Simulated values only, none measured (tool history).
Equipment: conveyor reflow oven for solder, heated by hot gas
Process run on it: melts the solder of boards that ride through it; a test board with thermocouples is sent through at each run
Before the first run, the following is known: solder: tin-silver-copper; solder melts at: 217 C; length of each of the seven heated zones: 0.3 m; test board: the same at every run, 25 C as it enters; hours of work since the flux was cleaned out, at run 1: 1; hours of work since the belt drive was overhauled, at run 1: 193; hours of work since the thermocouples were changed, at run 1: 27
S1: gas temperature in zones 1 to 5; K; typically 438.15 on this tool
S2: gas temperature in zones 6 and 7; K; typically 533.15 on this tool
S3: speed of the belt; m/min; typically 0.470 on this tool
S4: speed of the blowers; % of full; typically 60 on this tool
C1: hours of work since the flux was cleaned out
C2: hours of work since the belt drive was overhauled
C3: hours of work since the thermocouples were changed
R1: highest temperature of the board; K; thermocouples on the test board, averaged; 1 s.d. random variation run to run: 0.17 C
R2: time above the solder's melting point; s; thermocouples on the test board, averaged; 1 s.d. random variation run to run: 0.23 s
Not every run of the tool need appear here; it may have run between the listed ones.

run,hour,S1,S2,S3,S4,C1,C2,C3,R1,R2
1,0.0,438.15,533.15,0.470,60,1,193,27,508.65,35.3
2,16.8,438.15,534.15,0.470,60,8,200,34,509.55,36.8
3,30.2,438.15,534.15,0.470,60,13,205,39,509.25,36.9
4,37.5,438.15,533.15,0.470,60,16,208,42,508.25,35.7
5,52.2,438.15,546.15,0.470,60,22,214,48,518.45,46.9
6,67.9,438.15,546.15,0.470,60,28,221,54,518.55,46.6
7,75.6,438.15,546.15,0.470,60,31,224,58,518.75,46.8
8,83.4,438.15,533.15,0.470,60,34,227,61,508.25,35.1
9,94.3,438.15,533.15,0.470,60,39,231,65,508.35,35.5
10,111.4,438.15,533.15,0.470,88,46,238,72,515.45,45.9
11,127.6,438.15,533.15,0.470,60,52,244,78,508.55,35.4
12,141.7,438.15,533.15,0.470,60,58,250,84,508.15,35.7
13,149.8,438.15,533.15,0.470,60,61,253,87,508.05,35.4
14,161.5,438.15,533.15,0.470,60,66,258,92,507.95,35.4
15,169.9,438.15,522.15,0.470,60,69,261,95,499.45,22.2
16,177.4,438.15,522.15,0.470,60,72,264,98,499.75,22.1
17,192.5,441.15,522.15,0.509,59,78,270,104,496.85,15.8
18,209.4,438.15,533.15,0.412,68,85,277,111,514.85,52.0
19,222.4,442.15,533.15,0.412,88,90,282,116,519.75,60.2
# hour 229.0: flux residue cleaned out of gas plates and filters
20,235.3,438.15,536.15,0.470,86,3,285,119,517.05,47.5
21,245.0,438.15,533.15,0.555,54,6,289,123,498.05,14.2
22,261.6,440.15,544.15,0.384,73,13,296,130,528.05,70.2
23,277.8,440.15,544.15,0.384,73,20,302,136,527.85,69.9
24,285.2,440.15,544.15,0.384,73,22,305,139,527.95,70.6
# hour 301.8: flux residue cleaned out of gas plates and filters, once more
25,307.1,436.15,544.15,0.528,73,2,312,146,516.35,39.1
26,316.7,443.15,533.15,0.470,60,6,316,150,509.45,39.3
27,331.7,438.15,533.15,0.444,60,12,322,156,510.45,42.1
28,345.3,438.15,533.15,0.444,60,17,327,161,510.85,41.6
29,356.7,438.15,533.15,0.444,60,22,332,166,510.45,41.6
30,366.6,438.15,533.15,0.444,60,26,336,170,510.55,41.6
31,378.1,432.15,533.15,0.474,56,31,341,175,505.15,29.1
32,388.6,432.15,533.15,0.474,56,35,345,179,504.95,28.4

For each run, the measured value with the value that run would have given without the tool's hidden condition subtracted. The run-to-run variation is shared by both, the gauge scatter possibly not:
Hidden state at play: heat that the gas passes to the board, % of a clean oven's; belt's true speed, % of the reading; true gas temperature in zones 6 and 7 over the reading, C; drift of the gauge itself on peak_c, C; drift of the gauge itself on liquid_s, %.
run,R1,R2
1,-0.40,-0.2
2,-0.40,-0.3
3,-0.40,-0.3
4,-0.50,-0.4
5,-0.50,-0.2
6,-0.50,-0.2
7,-0.50,-0.2
8,-0.60,-0.4
9,-0.60,-0.5
10,-0.70,-0.5
11,-0.70,-0.6
12,-0.70,-0.7
13,-0.60,-0.7
14,-0.80,-0.7
15,-0.70,-1.2
16,-0.70,-1.1
17,-0.70,-1.3
18,-0.80,-0.7
19,-0.90,-0.5
20,-1.30,-1.0
21,-1.10,-1.7
22,-1.20,-0.5
23,-1.30,-0.6
24,-1.20,-0.6
25,-0.40,+0.1
26,-0.40,-0.1
27,-0.50,-0.2
28,-0.40,-0.2
29,-0.50,-0.2
30,-0.60,-0.3
31,-0.40,-0.4
32,-0.50,-0.5
